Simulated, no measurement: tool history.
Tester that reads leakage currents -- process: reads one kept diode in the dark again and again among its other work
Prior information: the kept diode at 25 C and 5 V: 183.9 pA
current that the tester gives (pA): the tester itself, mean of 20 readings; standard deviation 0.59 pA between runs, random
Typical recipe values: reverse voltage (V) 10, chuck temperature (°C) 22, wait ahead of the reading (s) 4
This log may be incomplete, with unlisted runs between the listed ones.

run    hour  reverse voltage (V)  chuck temperature (°C)  wait ahead of the reading (s)  current that the tester gives (pA)
  1       0                   10                      22                              4                              220.81
  2    54.9                   10                      22                           9.84                              220.75
  3   161.2                   10                      22                           4.51                              221.81
  4   233.5                   10                      22                              4                              223.41
  5   299.9                   10                      22                              4                               222.7
  6   373.5                   10                      22                              4                              224.64
  7   434.8                   10                      22                              4                              224.44
  8   486.1                   10                      22                           5.05                              224.91
  9   553.6                   10                      22                              4                              225.21
 10   645.2                   10                      22                              4                              226.85
 11   746.2                   10                      22                              4                              227.13
 12   834.6                   10                      22                           1.03                              230.74
 13   886.9                   10                      22                           1.03                              230.09
 14   976.7                   10                      22                           1.03                               231.8
 15  1049.9                   10                      22                           1.03                              232.11
 16  1110.4                   10                      22                           1.03                              233.42
 17  1171.2                   10                      22                           1.03                               232.1
 18  1238.5                   10                      22                           1.03                              234.79
 19  1344.2                   10                      22                              4                              232.22
 20  1412.2                   10                      22                              4                              232.81
 21  1471.6                   10                      22                              4                              232.94
 22  1557.2                    4                      26                           1.33                              211.95
 23  1625.5                  2.3                      42                              4                              626.63
 24    1710                   10                      22                           0.47                               241.6
 25  1788.6                 16.1                      22                              4                              301.17
 26  1846.6                 16.1                      31                              4                              663.88
 27  1897.2                  3.2                      40                           1.52                              631.07
 28  1965.2                  2.7                      38                           8.78                               492.6
     1976.9  -- chuck's temperature calibrated
     2036.9  -- probe card cleaned and baked
 29  2042.8                  2.7                      38                           8.78                              506.28
     2131.2  -- chuck's temperature calibrated, once more
 30  2139.4                   10                      22                           2.66                              197.69
 31  2192.9                  1.5                      48                           3.24                              717.83
 32  2257.9                  1.8                      42                           3.45                              482.37
 33  2361.5                 17.9                      42                              4                             1519.46
 34    2416                    4                      58                              4                             2500.23
 35  2493.6                    4                      58                              4                             2518.73
 36  2540.2                    4                      58                              4                              2514.6
 37  2611.9                   10                      22                           9.97                              202.08
 38  2664.3                   10                      22                           9.97                              201.47
 39  2730.1                   10                      22                           9.97                              202.36
 40  2808.3                 15.1                      30                           0.74                              518.06

Consider 3 possible next runs. They are alternatives, not a sequence: every one starts from the tool as it was left by run 40. What does each give?
  A  2898.1                   10                      22                           0.42                                   ?
  B  2898.1                  1.6                      23                           4.52                                   ?
  C  2898.1                  6.7                      25                           3.14                                   ?

run  current that the tester gives (pA)
  A                              209.85
  B                               89.84
  C                              219.32
Take away the tool's hidden state, keep each run's random variation, and the runs would have read:
run  current that the tester gives (pA)
  A                              203.18
  B                               87.08
  C                              212.53

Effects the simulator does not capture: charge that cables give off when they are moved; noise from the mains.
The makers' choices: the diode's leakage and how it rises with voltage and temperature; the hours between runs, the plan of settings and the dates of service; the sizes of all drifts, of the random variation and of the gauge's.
